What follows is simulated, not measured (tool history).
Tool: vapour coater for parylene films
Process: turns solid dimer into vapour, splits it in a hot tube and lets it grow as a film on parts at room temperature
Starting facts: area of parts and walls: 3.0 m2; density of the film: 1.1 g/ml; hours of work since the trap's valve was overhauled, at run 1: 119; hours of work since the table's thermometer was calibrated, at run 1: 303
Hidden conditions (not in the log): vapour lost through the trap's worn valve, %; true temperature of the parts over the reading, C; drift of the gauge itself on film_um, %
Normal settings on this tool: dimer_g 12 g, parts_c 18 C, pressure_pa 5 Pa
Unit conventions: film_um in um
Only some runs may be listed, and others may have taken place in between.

run,hour,dimer_g,parts_c,pressure_pa,hours of work since the trap's valve was overhauled,hours of work since the table's thermometer was calibrated,film_um
1,0,12,18,5,119,303,2.45
2,25.3,12,18,5,131,316,2.47
3,56.7,13,18,5,146,331,2.67
4,105,8,18,5,169,354,1.64
5,130.1,8,18,5,181,366,1.61
6,156.3,8,18,5,194,379,1.64
# hour 182.1: trap's valve overhauled
7,182.5,8,18,5,0,389,1.65
8,225,12,18,5,21,410,2.47
9,264.2,12,18,5,40,429,2.47
10,286.2,12,15,5,50,439,2.76
11,326.6,12,15,5,70,459,2.77
12,356.2,12,15,5,84,473,2.79
13,406.7,12,15,5,108,497,2.75
14,435.9,12,15,5,122,511,2.76
15,461.9,19,18,5,135,524,3.87
16,491.3,19,18,5,149,538,3.9
17,540.3,19,18,5,172,561,3.9
18,579.3,12,17,5,191,580,2.55
# hour 611.5: trap's valve overhauled
19,636.7,9,17,5,12,606,1.91
20,680.6,19,13,2.78,33,627,5.12
21,710.5,12,15,2.84,48,641,2.98
22,753.6,12,15,2.84,68,662,2.99
23,804.4,9,15,7.49,93,687,1.96
24,827.6,18,20,2.53,104,698,3.74
25,850.6,15,18,5,115,709,3.09
26,899.5,11,24,9.53,139,732,1.62
27,942.8,12,18,10.6,159,753,2.24
28,964.9,12,17,10.6,170,764,2.3
29,1008.9,12,17,10.6,191,785,2.32
# hour 1040.9: trap's valve overhauled
30,1061,12,17,10.6,10,808,2.31
31,1086.7,6,12,10.52,22,820,1.42
32,1130,21,26,10.52,43,841,2.85
33,1158.4,21,26,10.52,56,855,2.86
34,1185,21,26,10.52,69,868,2.84
35,1218.9,9,26,2.47,86,884,1.47
36,1246.7,9,26,2.47,99,897,1.49
37,1294.5,12,18,4.53,122,920,2.49
38,1337.1,12,18,4.53,142,941,2.49

Branching from run 38: 4 alternative next runs. What would each branch give?
A,1379.6,10,18,5,163,961,?
B,1379.6,12,18,3.17,163,961,?
C,1379.6,12,22,5,163,961,?
D,1379.6,6,18,6.81,163,961,?

run,film_um
A,2.05
B,2.62
C,2.1
D,1.19
Take away the tool's hidden state, keep each run's random variation, and the runs would have read:
run,film_um
A,2.05
B,2.63
C,2.1
D,1.19
